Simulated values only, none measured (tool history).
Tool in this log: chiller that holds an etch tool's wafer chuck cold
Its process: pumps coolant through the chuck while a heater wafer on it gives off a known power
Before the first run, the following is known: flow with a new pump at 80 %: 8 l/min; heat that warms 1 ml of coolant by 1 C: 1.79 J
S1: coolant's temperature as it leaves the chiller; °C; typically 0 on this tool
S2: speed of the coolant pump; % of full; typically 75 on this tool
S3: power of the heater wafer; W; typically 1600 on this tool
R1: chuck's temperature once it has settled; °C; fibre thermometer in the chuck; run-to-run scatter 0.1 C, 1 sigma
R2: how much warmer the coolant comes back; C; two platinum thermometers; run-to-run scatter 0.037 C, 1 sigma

run	hour	S1	S2	S3	R1	R2
1	0.0	0	75	1600	16.0	7.43
2	32.4	0	75	1600	16.0	7.42
3	50.9	0	75	1600	15.8	7.40
4	87.0	0	75	1600	16.1	7.43
5	114.1	0	75	1600	16.1	7.44
6	142.9	0	75	1600	16.1	7.44
7	182.4	0	75	1600	16.1	7.52
8	203.0	0	75	1600	16.2	7.45
9	238.6	0	75	1600	15.9	7.50
10	265.2	0	75	1600	16.2	7.52
11	284.0	0	75	1600	16.1	7.49
12	301.5	0	67	1600	17.5	8.47
13	339.4	0	67	1600	17.5	8.53
14	364.2	0	67	1600	17.7	8.46
15	392.2	0	67	1600	17.7	8.45
16	411.0	0	67	1600	17.5	8.52
17	438.8	0	77	1130	11.4	5.16
18	456.0	-3	73	1745	14.9	8.48
19	478.7	-8	75	1948	11.6	9.15
20	514.7	-4	87	1600	10.9	6.54
21	543.7	-4	87	1600	10.5	6.50
# hour 553.7: chiller's thermometer calibrated
22	569.5	0	60	997	11.5	6.02
23	586.7	0	73	1600	16.2	7.83
24	625.7	9	75	1600	24.8	7.58
25	646.0	-5	75	1115	6.2	5.29
26	671.7	-5	75	1115	6.1	5.30
27	709.0	-5	75	1641	11.5	7.76
28	739.7	-5	75	1641	11.4	7.83
29	761.4	-5	75	1641	11.6	7.83
30	790.2	6	78	1906	24.8	8.78
31	831.9	6	78	1906	24.5	8.77
32	852.3	8	75	1597	24.3	7.73

Measured less the same run without the tool's hidden state. The same run-to-run variation is in both; the gauge's scatter may not be:
The tool's hidden condition here consists of: heat passed by the chuck's channels, % of clean ones'; flow at a given pump speed, % of a new pump's; coolant's true temperature over the reading, C; drift of the gauge itself on chuck_c, C; drift of the gauge itself on warmer_back_c, C.
run	R1	R2
1	+1.4	+0.24
2	+1.4	+0.25
3	+1.5	+0.25
4	+1.5	+0.27
5	+1.5	+0.27
6	+1.6	+0.29
7	+1.6	+0.30
8	+1.6	+0.30
9	+1.6	+0.30
10	+1.7	+0.31
11	+1.6	+0.32
12	+1.7	+0.37
13	+1.8	+0.38
14	+1.9	+0.39
15	+1.9	+0.39
16	+1.9	+0.40
17	+1.5	+0.25
18	+1.9	+0.42
19	+2.1	+0.46
20	+1.8	+0.33
21	+1.8	+0.34
22	+0.9	+0.31
23	+1.4	+0.41
24	+1.4	+0.42
25	+1.0	+0.29
26	+0.9	+0.30
27	+1.4	+0.46
28	+1.4	+0.46
29	+1.5	+0.47
30	+1.8	+0.53
31	+1.8	+0.54
32	+1.6	+0.48
